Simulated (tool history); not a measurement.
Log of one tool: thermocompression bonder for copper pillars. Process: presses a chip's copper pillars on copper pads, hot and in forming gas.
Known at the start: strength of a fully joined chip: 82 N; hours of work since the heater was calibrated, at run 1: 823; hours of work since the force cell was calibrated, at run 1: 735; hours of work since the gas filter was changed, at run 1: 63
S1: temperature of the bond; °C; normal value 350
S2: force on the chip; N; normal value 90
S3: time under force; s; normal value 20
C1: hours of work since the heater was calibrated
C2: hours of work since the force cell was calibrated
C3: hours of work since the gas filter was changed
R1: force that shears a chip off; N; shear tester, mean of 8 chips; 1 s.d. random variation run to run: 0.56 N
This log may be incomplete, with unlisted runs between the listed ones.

run	hour	S1	S2	S3	C1	C2	C3	R1
1	0.0	350	90	20	823	735	63	36.3
2	47.2	350	90	20	854	765	94	36.6
3	84.5	350	90	20	878	789	118	36.1
4	120.0	350	112	20	901	812	141	40.6
5	165.2	350	112	20	930	841	170	39.9
# hour 183.8: forming gas filter changed
6	209.3	350	112	20	958	869	16	44.8
7	248.4	350	112	20	983	895	42	42.4
8	280.6	350	112	49	1004	916	63	55.8
9	311.8	350	112	49	1024	936	83	54.8
10	340.6	350	90	20	1043	954	101	37.5
11	376.8	350	70	20	1066	978	125	30.7
12	407.6	350	90	20	1086	998	145	35.9
# hour 411.2: force cell calibrated
13	450.6	350	61	20	1113	25	172	26.3
# hour 468.4: forming gas filter changed
14	476.5	350	61	20	1129	42	5	29.7
15	502.0	350	61	20	1146	58	22	30.2
# hour 521.9: force cell calibrated, once more
16	554.2	350	81	20	1179	21	54	37.7
17	580.8	350	81	20	1196	38	72	36.9
18	607.1	350	81	20	1213	55	89	36.5
19	643.6	350	66	20	1237	79	112	31.3
20	676.7	350	90	20	1258	100	134	38.2
21	703.2	350	90	20	1275	117	151	37.4
# hour 708.9: heater calibrated with a thermocouple chip
22	735.5	350	73	13	17	137	170	26.1
# hour 755.4: forming gas filter changed
23	775.2	363	87	11	43	162	13	34.7
24	825.0	353	62	32	75	194	45	36.1
25	850.3	339	90	12	91	211	61	25.7
26	871.3	356	86	24	105	224	75	40.5
27	919.0	341	135	54	136	255	106	55.1
28	955.0	341	135	54	159	278	129	54.0
29	996.4	341	135	54	186	305	156	54.1
30	1024.5	351	105	19	204	323	174	37.8
# hour 1036.7: forming gas filter changed
31	1068.0	351	105	10	232	351	20	33.2
32	1111.4	360	105	38	260	379	48	56.2
33	1154.7	361	123	12	288	407	76	43.0
34	1180.0	321	65	16	304	424	93	17.3
35	1212.6	373	73	14	325	445	114	36.3
36	1235.7	373	73	14	340	460	129	35.1
37	1281.0	321	87	14	369	489	158	18.9
38	1314.7	321	87	14	391	511	180	20.6
# hour 1317.7: forming gas filter changed
39	1365.7	328	106	43	424	543	31	43.1
40	1388.9	344	119	12	439	558	46	34.9

A few steps of R1 between consecutive runs. Split each: what settings, incoming material and random variation would produce without the hidden state, and what is left over for the hidden state, along with gauge scatter present in only one of the two compared results (measured, and without hidden state):
Hidden state at play: true temperature of the bond over the reading, C; force that reaches the chip, % of what is set; oxide that the forming gas leaves, % of the face; drift of the gauge itself on shear_n, %.
Run 5 -> 6: forming gas filter changed. R1 +4.9 N: hidden state +4.4, all else +0.5.
Run 13 -> 14: forming gas filter changed. R1 +3.4 N: hidden state +3.2, all else +0.2.
Run 30 -> 31: S3 19 -> 10, forming gas filter changed. R1 -4.6 N: hidden state +4.5, all else -9.1.
Run 31 -> 32: S1 351 -> 360, S3 10 -> 38. R1 +23.0 N: hidden state -1.4, all else +24.4.
Run 33 -> 34: S1 361 -> 321, S2 123 -> 65, S3 12 -> 16. R1 -25.7 N: hidden state +1.2, all else -26.9.
Run 38 -> 39: S1 321 -> 328, S2 87 -> 106, S3 14 -> 43, forming gas filter changed. R1 +22.5 N: hidden state +1.8, all else +20.7.
